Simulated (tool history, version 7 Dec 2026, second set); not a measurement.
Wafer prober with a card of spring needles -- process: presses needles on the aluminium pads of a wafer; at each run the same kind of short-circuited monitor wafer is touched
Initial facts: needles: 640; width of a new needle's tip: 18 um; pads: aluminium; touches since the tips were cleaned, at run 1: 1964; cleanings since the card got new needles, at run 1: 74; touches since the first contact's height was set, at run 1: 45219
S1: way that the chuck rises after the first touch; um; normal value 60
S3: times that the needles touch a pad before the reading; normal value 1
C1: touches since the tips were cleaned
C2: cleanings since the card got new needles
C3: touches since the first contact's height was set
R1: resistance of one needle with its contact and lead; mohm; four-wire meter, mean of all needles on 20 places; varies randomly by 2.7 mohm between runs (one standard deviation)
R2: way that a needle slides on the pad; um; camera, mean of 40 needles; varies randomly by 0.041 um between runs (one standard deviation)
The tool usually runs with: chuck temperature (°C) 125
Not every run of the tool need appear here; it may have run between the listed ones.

run 1 hour=0.0 | S1=60 chuck_temperature_(°C)=125 S3=1 | C1=1964 C2=74 C3=45219 | R1=319 R2=9.35
-- hour=1.2 tips cleaned on abrasive film
-- hour=8.3 tips cleaned on abrasive film
run 2 hour=14.8 | S1=60 chuck_temperature_(°C)=28 S3=1 | C1=2104 C2=76 C3=49920 | R1=280 R2=9.38
-- hour=16.1 tips cleaned on abrasive film
-- hour=24.1 tips cleaned on abrasive film
-- hour=31.9 tips cleaned on abrasive film
run 3 hour=31.9 | S1=60 chuck_temperature_(°C)=28 S3=1 | C1=0 C2=79 C3=55327 | R1=284 R2=9.41
-- hour=39.2 tips cleaned on abrasive film
run 4 hour=41.5 | S1=60 chuck_temperature_(°C)=28 S3=1 | C1=731 C2=80 C3=58374 | R1=290 R2=9.42
-- hour=47.9 tips cleaned on abrasive film
-- hour=55.5 tips cleaned on abrasive film
run 5 hour=56.9 | S1=60 chuck_temperature_(°C)=28 S3=1 | C1=465 C2=82 C3=63263 | R1=283 R2=9.42
-- hour=63.2 tips cleaned on abrasive film
-- hour=71.4 tips cleaned on abrasive film
run 6 hour=72.2 | S1=60 chuck_temperature_(°C)=28 S3=1 | C1=270 C2=84 C3=68108 | R1=284 R2=9.47
-- hour=78.7 tips cleaned on abrasive film
run 7 hour=81.1 | S1=60 chuck_temperature_(°C)=28 S3=1 | C1=778 C2=85 C3=70937 | R1=286 R2=9.45
-- hour=86.3 tips cleaned on abrasive film
-- hour=94.4 tips cleaned on abrasive film
-- hour=96.5 height of the first contact set anew
run 8 hour=97.8 | S1=68 chuck_temperature_(°C)=125 S3=1 | C1=975 C2=87 C3=421 | R1=311 R2=10.72
-- hour=103.1 tips cleaned on abrasive film
-- hour=110.6 tips cleaned on abrasive film
run 9 hour=113.4 | S1=68 chuck_temperature_(°C)=125 S3=1 | C1=908 C2=89 C3=5392 | R1=315 R2=10.82
-- hour=118.9 tips cleaned on abrasive film
run 10 hour=123.5 | S1=60 chuck_temperature_(°C)=125 S3=1 | C1=1491 C2=90 C3=8609 | R1=315 R2=9.53
-- hour=126.3 tips cleaned on abrasive film
-- hour=133.8 tips cleaned on abrasive film
run 11 hour=136.1 | S1=60 chuck_temperature_(°C)=125 S3=2 | C1=726 C2=92 C3=12577 | R1=313 R2=9.53
-- hour=142.1 tips cleaned on abrasive film
run 12 hour=146.3 | S1=60 chuck_temperature_(°C)=125 S3=2 | C1=1366 C2=93 C3=15841 | R1=317 R2=9.57
-- hour=149.6 tips cleaned on abrasive film
-- hour=157.6 tips cleaned on abrasive film
run 13 hour=159.1 | S1=60 chuck_temperature_(°C)=125 S3=2 | C1=498 C2=95 C3=19891 | R1=318 R2=9.58
-- hour=165.3 tips cleaned on abrasive film
-- hour=172.3 tips cleaned on abrasive film
run 14 hour=172.3 | S1=49 chuck_temperature_(°C)=125 S3=1 | C1=0 C2=97 C3=24067 | R1=331 R2=7.78
-- hour=179.6 tips cleaned on abrasive film
-- hour=187.0 tips cleaned on abrasive film
run 15 hour=187.2 | S1=49 chuck_temperature_(°C)=125 S3=1 | C1=47 C2=99 C3=28786 | R1=325 R2=7.83
-- hour=194.6 tips cleaned on abrasive film
-- hour=201.6 tips cleaned on abrasive film
-- hour=201.8 gauge calibrated
run 16 hour=201.8 | S1=49 chuck_temperature_(°C)=125 S3=1 | C1=55 C2=101 C3=33418 | R1=326 R2=7.63
-- hour=209.6 tips cleaned on abrasive film
run 17 hour=210.6 | S1=49 chuck_temperature_(°C)=125 S3=1 | C1=320 C2=102 C3=36222 | R1=326 R2=7.61
-- hour=217.1 tips cleaned on abrasive film
-- hour=224.6 tips cleaned on abrasive film
run 18 hour=229.0 | S1=62 chuck_temperature_(°C)=114 S3=2 | C1=1400 C2=104 C3=42053 | R1=309 R2=9.71
-- hour=232.0 tips cleaned on abrasive film
-- hour=240.1 tips cleaned on abrasive film
run 19 hour=240.6 | S1=55 chuck_temperature_(°C)=92 S3=2 | C1=174 C2=106 C3=45738 | R1=313 R2=8.56
-- hour=248.0 tips cleaned on abrasive film
run 20 hour=251.2 | S1=57 chuck_temperature_(°C)=32 S3=1 | C1=1030 C2=107 C3=49096 | R1=289 R2=8.92
-- hour=255.4 tips cleaned on abrasive film
-- hour=263.8 tips cleaned on abrasive film
run 21 hour=267.1 | S1=57 chuck_temperature_(°C)=32 S3=1 | C1=1089 C2=109 C3=54167 | R1=288 R2=8.94
-- hour=271.6 tips cleaned on abrasive film
-- hour=279.3 tips cleaned on abrasive film
run 22 hour=282.5 | S1=61 chuck_temperature_(°C)=29 S3=2 | C1=1044 C2=111 C3=59046 | R1=278 R2=9.68
-- hour=287.2 tips cleaned on abrasive film
-- hour=294.3 tips cleaned on abrasive film
run 23 hour=299.8 | S1=61 chuck_temperature_(°C)=29 S3=2 | C1=1783 C2=113 C3=64548 | R1=285 R2=9.68
-- hour=302.7 tips cleaned on abrasive film
-- hour=310.5 tips cleaned on abrasive film
run 24 hour=316.7 | S1=61 chuck_temperature_(°C)=29 S3=2 | C1=1982 C2=115 C3=69899 | R1=283 R2=9.69
-- hour=318.2 tips cleaned on abrasive film
-- hour=326.4 tips cleaned on abrasive film
run 25 hour=332.1 | S1=72 chuck_temperature_(°C)=29 S3=1 | C1=1849 C2=117 C3=74799 | R1=279 R2=11.42
-- hour=333.7 tips cleaned on abrasive film
-- hour=334.0 height of the first contact set anew
-- hour=341.7 tips cleaned on abrasive film
-- hour=348.8 tips cleaned on abrasive film
run 26 hour=349.7 | S1=40 chuck_temperature_(°C)=51 S3=1 | C1=289 C2=120 C3=4964 | R1=304 R2=6.42
-- hour=356.1 tips cleaned on abrasive film
run 27 hour=359.7 | S1=40 chuck_temperature_(°C)=51 S3=1 | C1=1183 C2=121 C3=8168 | R1=304 R2=6.41
-- hour=364.5 tips cleaned on abrasive film
-- hour=372.0 tips cleaned on abrasive film
run 28 hour=372.0 | S1=40 chuck_temperature_(°C)=51 S3=1 | C1=0 C2=123 C3=12052 | R1=311 R2=6.41
-- hour=380.0 tips cleaned on abrasive film
run 29 hour=384.1 | S1=40 chuck_temperature_(°C)=36 S3=2 | C1=1319 C2=124 C3=15921 | R1=301 R2=6.43

Alternative continuations, all from the tool just after run 29; predict every row:
-- hour=387.2 tips cleaned on abrasive film
-- hour=394.4 tips cleaned on abrasive film
-- hour=402.1 tips cleaned on abrasive film
run A hour=402.3 | S1=40 chuck_temperature_(°C)=47 S3=2 | C1=78 C2=127 C3=21659 | R1=? R2=?
-- hour=387.2 tips cleaned on abrasive film
-- hour=394.4 tips cleaned on abrasive film
-- hour=402.1 tips cleaned on abrasive film
run B hour=402.3 | S1=61 chuck_temperature_(°C)=68 S3=1 | C1=78 C2=127 C3=21659 | R1=? R2=?
-- hour=387.2 tips cleaned on abrasive film
-- hour=394.4 tips cleaned on abrasive film
-- hour=402.1 tips cleaned on abrasive film
run C hour=402.3 | S1=60 chuck_temperature_(°C)=64 S3=1 | C1=78 C2=127 C3=21659 | R1=? R2=?

run=A R1=310 R2=6.44
run=B R1=295 R2=9.75
run=C R1=296 R2=9.59
What these runs would have given with no unlogged condition in the tool:
run=A R1=310 R2=6.26
run=B R1=295 R2=9.48
run=C R1=296 R2=9.32
